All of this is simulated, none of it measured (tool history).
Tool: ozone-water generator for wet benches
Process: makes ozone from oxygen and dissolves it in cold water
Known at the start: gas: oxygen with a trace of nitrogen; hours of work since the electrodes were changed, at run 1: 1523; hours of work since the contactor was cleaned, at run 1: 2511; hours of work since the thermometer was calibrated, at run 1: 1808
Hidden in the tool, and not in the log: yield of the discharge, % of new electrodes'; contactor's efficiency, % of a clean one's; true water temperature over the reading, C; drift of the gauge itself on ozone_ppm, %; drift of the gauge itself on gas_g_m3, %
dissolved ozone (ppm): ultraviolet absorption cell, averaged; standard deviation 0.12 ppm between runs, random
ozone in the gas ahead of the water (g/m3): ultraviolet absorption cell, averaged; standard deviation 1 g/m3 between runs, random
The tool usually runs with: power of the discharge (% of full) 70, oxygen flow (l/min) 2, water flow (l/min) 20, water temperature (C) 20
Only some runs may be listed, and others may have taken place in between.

run	hour	power of the discharge (% of full)	oxygen flow (l/min)	water flow (l/min)	water temperature (C)	hours of work since the electrodes were changed	hours of work since the contactor was cleaned	hours of work since the thermometer was calibrated	dissolved ozone (ppm)	ozone in the gas ahead of the water (g/m3)
1	0	70	2	20	20	1523	2511	1808	9.7	166.7
2	49.5	70	2	20	20	1569	2556	1854	9.6	169
3	85.2	63	2	20	20	1602	2589	1886	9	156.5
4	119.7	70	2	20	20	1633	2621	1918	9.7	165.2
5	170.3	70	2	20	15	1680	2668	1965	10	168.2
6	200.5	70	2	20	20	1708	2695	1993	9.5	166.4
7	242.5	70	2	20	14	1746	2734	2031	9.9	166.4
8	282.8	70	2	20	14	1784	2771	2068	9.9	165.7
9	328.1	70	2	20	14	1825	2813	2110	9.9	165.8
10	362.2	70	2	24	26	1857	2844	2141	7.2	165
11	416.5	46	1.8	31	17	1907	2894	2191	4.2	137.6
12	458.1	49	2	25	20	1945	2932	2230	6	133.3
13	492.6	49	1.06	25	25	1977	2964	2262	5.1	198.1
14	534.1	70	2	20	15	2015	3003	2300	9.8	165
15	562.8	83	1.34	30	25	2041	3029	2326	5.8	237
16	615.5	43	1.34	21	25	2090	3077	2375	5.9	158.5
17	669.4	43	1.34	21	25	2140	3127	2424	6.2	158.6
18	713	43	1.34	21	25	2180	3167	2464	6	158.4

Alternative continuations, all from the tool just after run 18; predict every row:
A	741.9	70	2	31	20	2206	3194	2491	?	?
B	741.9	100	2.21	24	20	2206	3194	2491	?	?
C	741.9	57	2	20	28	2206	3194	2491	?	?
D	741.9	86	2.66	20	27	2206	3194	2491	?	?
E	741.9	43	1.14	21	25	2206	3194	2491	?	?

run	dissolved ozone (ppm)	ozone in the gas ahead of the water (g/m3)
A	5.6	163.5
B	9.4	190.7
C	7.6	145.3
D	10	154.2
E	5.9	177.7
What these runs would have given with no unlogged condition in the tool:
run	dissolved ozone (ppm)	ozone in the gas ahead of the water (g/m3)
A	6.4	176.6
B	10.8	209.3
C	8.4	155.3
D	11.3	168.1
E	6.4	187.5

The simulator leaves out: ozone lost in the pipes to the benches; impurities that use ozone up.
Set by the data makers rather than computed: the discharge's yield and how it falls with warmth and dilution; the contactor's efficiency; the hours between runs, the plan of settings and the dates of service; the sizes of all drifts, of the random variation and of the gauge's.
